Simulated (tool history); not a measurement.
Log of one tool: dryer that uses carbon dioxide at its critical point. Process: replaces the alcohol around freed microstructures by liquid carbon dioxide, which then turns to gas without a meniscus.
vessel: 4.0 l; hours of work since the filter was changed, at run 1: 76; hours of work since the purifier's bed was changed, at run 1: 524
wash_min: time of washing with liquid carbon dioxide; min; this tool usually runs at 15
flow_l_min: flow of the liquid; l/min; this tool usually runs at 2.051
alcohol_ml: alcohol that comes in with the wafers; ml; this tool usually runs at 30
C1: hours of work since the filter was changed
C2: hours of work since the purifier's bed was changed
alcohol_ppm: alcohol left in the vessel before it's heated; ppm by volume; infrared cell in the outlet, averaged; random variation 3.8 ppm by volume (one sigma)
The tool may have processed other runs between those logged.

Run 1, hour 0.0: usual settings; C1 76; C2 524. Result: alcohol_ppm 103 ppm by volume.
Run 2, hour 14.8: usual settings but alcohol_ml 82 ml; C1 85; C2 533. Result: alcohol_ppm 181 ppm by volume.
Run 3, hour 36.5: usual settings but alcohol_ml 82 ml; C1 97; C2 546. Result: alcohol_ppm 181 ppm by volume.
Run 4, hour 56.8: usual settings but alcohol_ml 82 ml; C1 110; C2 558. Result: alcohol_ppm 192 ppm by volume.
Run 5, hour 69.8: usual settings but flow_l_min 2.930 l/min, alcohol_ml 82 ml; C1 117; C2 566. Result: alcohol_ppm 76 ppm by volume.
Run 6, hour 82.8: usual settings but flow_l_min 2.930 l/min, alcohol_ml 82 ml; C1 125; C2 573. Result: alcohol_ppm 78 ppm by volume.
Run 7, hour 100.8: usual settings but flow_l_min 2.930 l/min, alcohol_ml 82 ml; C1 136; C2 584. Result: alcohol_ppm 78 ppm by volume.
Run 8, hour 117.9: usual settings but flow_l_min 2.930 l/min, alcohol_ml 82 ml; C1 146; C2 594. Result: alcohol_ppm 83 ppm by volume.
Run 9, hour 127.7: usual settings but flow_l_min 2.930 l/min, alcohol_ml 82 ml; C1 152; C2 600. Result: alcohol_ppm 91 ppm by volume.
Run 10, hour 145.7: usual settings but flow_l_min 2.930 l/min, alcohol_ml 82 ml; C1 162; C2 611. Result: alcohol_ppm 89 ppm by volume.
Run 11, hour 159.1: usual settings but flow_l_min 2.930 l/min, alcohol_ml 82 ml; C1 170; C2 619. Result: alcohol_ppm 94 ppm by volume.
Run 12, hour 172.8: usual settings; C1 178; C2 627. Result: alcohol_ppm 133 ppm by volume.
Run 13, hour 186.1: usual settings; C1 186; C2 635. Result: alcohol_ppm 136 ppm by volume.
At hour 190.9: inlet filter changed.
Run 14, hour 208.0: usual settings; C1 10; C2 647. Result: alcohol_ppm 101 ppm by volume.
Run 15, hour 218.8: usual settings; C1 17; C2 654. Result: alcohol_ppm 91 ppm by volume.
Run 16, hour 232.1: usual settings; C1 24; C2 662. Result: alcohol_ppm 103 ppm by volume.
Run 17, hour 250.1: usual settings; C1 35; C2 672. Result: alcohol_ppm 105 ppm by volume.
Run 18, hour 271.4: usual settings; C1 48; C2 685. Result: alcohol_ppm 106 ppm by volume.
Run 19, hour 291.7: usual settings; C1 60; C2 697. Result: alcohol_ppm 113 ppm by volume.
Run 20, hour 301.6: usual settings but alcohol_ml 39 ml; C1 66; C2 703. Result: alcohol_ppm 124 ppm by volume.
At hour 316.6: purifier's bed changed.
Run 21, hour 320.5: usual settings but flow_l_min 1.670 l/min; C1 75; C2 2. Result: alcohol_ppm 117 ppm by volume.
Run 22, hour 340.5: usual settings; C1 87; C2 14. Result: alcohol_ppm 48 ppm by volume.
Run 23, hour 349.9: usual settings; C1 93; C2 20. Result: alcohol_ppm 49 ppm by volume.
Run 24, hour 364.2: usual settings; C1 101; C2 28. Result: alcohol_ppm 56 ppm by volume.
Run 25, hour 379.1: usual settings but wash_min 21 min, flow_l_min 2.830 l/min; C1 110; C2 37. Result: alcohol_ppm 8 ppm by volume.
Run 26, hour 398.5: usual settings but wash_min 21 min, flow_l_min 2.830 l/min; C1 122; C2 49. Result: alcohol_ppm 14 ppm by volume.
Run 27, hour 412.9: usual settings but wash_min 16 min, flow_l_min 2.840 l/min; C1 130; C2 57. Result: alcohol_ppm 15 ppm by volume.
Run 28, hour 428.9: usual settings but wash_min 21 min, flow_l_min 2.850 l/min, alcohol_ml 108 ml; C1 140; C2 67. Result: alcohol_ppm 11 ppm by volume.
Run 29, hour 447.9: usual settings but wash_min 21 min, flow_l_min 2.850 l/min, alcohol_ml 108 ml; C1 151; C2 78. Result: alcohol_ppm 14 ppm by volume.
Run 30, hour 459.8: usual settings but wash_min 10 min, flow_l_min 1.800 l/min; C1 158; C2 85. Result: alcohol_ppm 443 ppm by volume.
Run 31, hour 474.8: usual settings but wash_min 23 min; C1 167; C2 94. Result: alcohol_ppm 19 ppm by volume.
Run 32, hour 490.8: usual settings but wash_min 23 min, flow_l_min 2.980 l/min; C1 177; C2 104. Result: alcohol_ppm 14 ppm by volume.
Run 33, hour 502.6: usual settings but wash_min 23 min, flow_l_min 2.980 l/min; C1 184; C2 111. Result: alcohol_ppm 16 ppm by volume.
At hour 510.8: inlet filter changed.
Run 34, hour 513.8: usual settings but wash_min 24 min, flow_l_min 2.480 l/min, alcohol_ml 27 ml; C1 2; C2 117. Result: alcohol_ppm 14 ppm by volume.
Run 35, hour 529.7: usual settings but wash_min 24 min, flow_l_min 2.480 l/min, alcohol_ml 27 ml; C1 11; C2 126. Result: alcohol_ppm 20 ppm by volume.
Run 36, hour 541.6: usual settings but flow_l_min 2.810 l/min, alcohol_ml 117 ml; C1 18; C2 133. Result: alcohol_ppm 33 ppm by volume.
Run 37, hour 558.2: usual settings but wash_min 12 min, flow_l_min 3.240 l/min; C1 28; C2 143. Result: alcohol_ppm 25 ppm by volume.
Run 38, hour 580.3: usual settings but wash_min 10 min; C1 41; C2 156. Result: alcohol_ppm 232 ppm by volume.
Run 39, hour 598.9: usual settings but wash_min 10 min, flow_l_min 2.320 l/min, alcohol_ml 21 ml; C1 52; C2 167. Result: alcohol_ppm 124 ppm by volume.
Run 40, hour 617.8: usual settings but wash_min 16 min, flow_l_min 1.690 l/min, alcohol_ml 46 ml; C1 64; C2 178. Result: alcohol_ppm 140 ppm by volume.
Run 41, hour 635.0: usual settings but wash_min 16 min, flow_l_min 1.690 l/min, alcohol_ml 46 ml; C1 74; C2 189. Result: alcohol_ppm 140 ppm by volume.
Run 42, hour 647.2: usual settings but wash_min 18 min, flow_l_min 1.310 l/min, alcohol_ml 60 ml; C1 81; C2 196. Result: alcohol_ppm 295 ppm by volume.
Run 43, hour 657.5: usual settings but wash_min 9 min, flow_l_min 2.260 l/min, alcohol_ml 75 ml; C1 87; C2 202. Result: alcohol_ppm 655 ppm by volume.
Run 44, hour 670.2: usual settings but wash_min 12 min, flow_l_min 1.990 l/min, alcohol_ml 63 ml; C1 95; C2 210. Result: alcohol_ppm 335 ppm by volume.
Run 45, hour 687.4: usual settings but wash_min 12 min, flow_l_min 1.990 l/min, alcohol_ml 63 ml; C1 105; C2 220. Result: alcohol_ppm 337 ppm by volume.
Run 46, hour 701.7: usual settings but flow_l_min 2.490 l/min, alcohol_ml 32 ml; C1 114; C2 228. Result: alcohol_ppm 46 ppm by volume.
Run 47, hour 713.6: usual settings but wash_min 11 min, flow_l_min 1.790 l/min, alcohol_ml 26 ml; C1 121; C2 235. Result: alcohol_ppm 292 ppm by volume.

Below are 4 alternative next runs, each starting from the tool's condition after run 47. Predict each:
Run A, hour 731.8: usual settings but wash_min 11 min, flow_l_min 2.890 l/min, alcohol_ml 26 ml; C1 131; C2 246. Result: alcohol_ppm ?.
Run B, hour 731.8: usual settings but flow_l_min 2.580 l/min; C1 131; C2 246. Result: alcohol_ppm ?.
Run C, hour 731.8: usual settings but wash_min 22 min, alcohol_ml 42 ml; C1 131; C2 246. Result: alcohol_ppm ?.
Run D, hour 731.8: usual settings but wash_min 11 min, flow_l_min 2.450 l/min, alcohol_ml 26 ml; C1 131; C2 246. Result: alcohol_ppm ?.

run  alcohol_ppm
  A           65
  B           44
  C           38
  D          114
With the hidden condition removed and each run's random variation left untouched, the same runs would have given:
run  alcohol_ppm
  A           23
  B           13
  C           10
  D           55
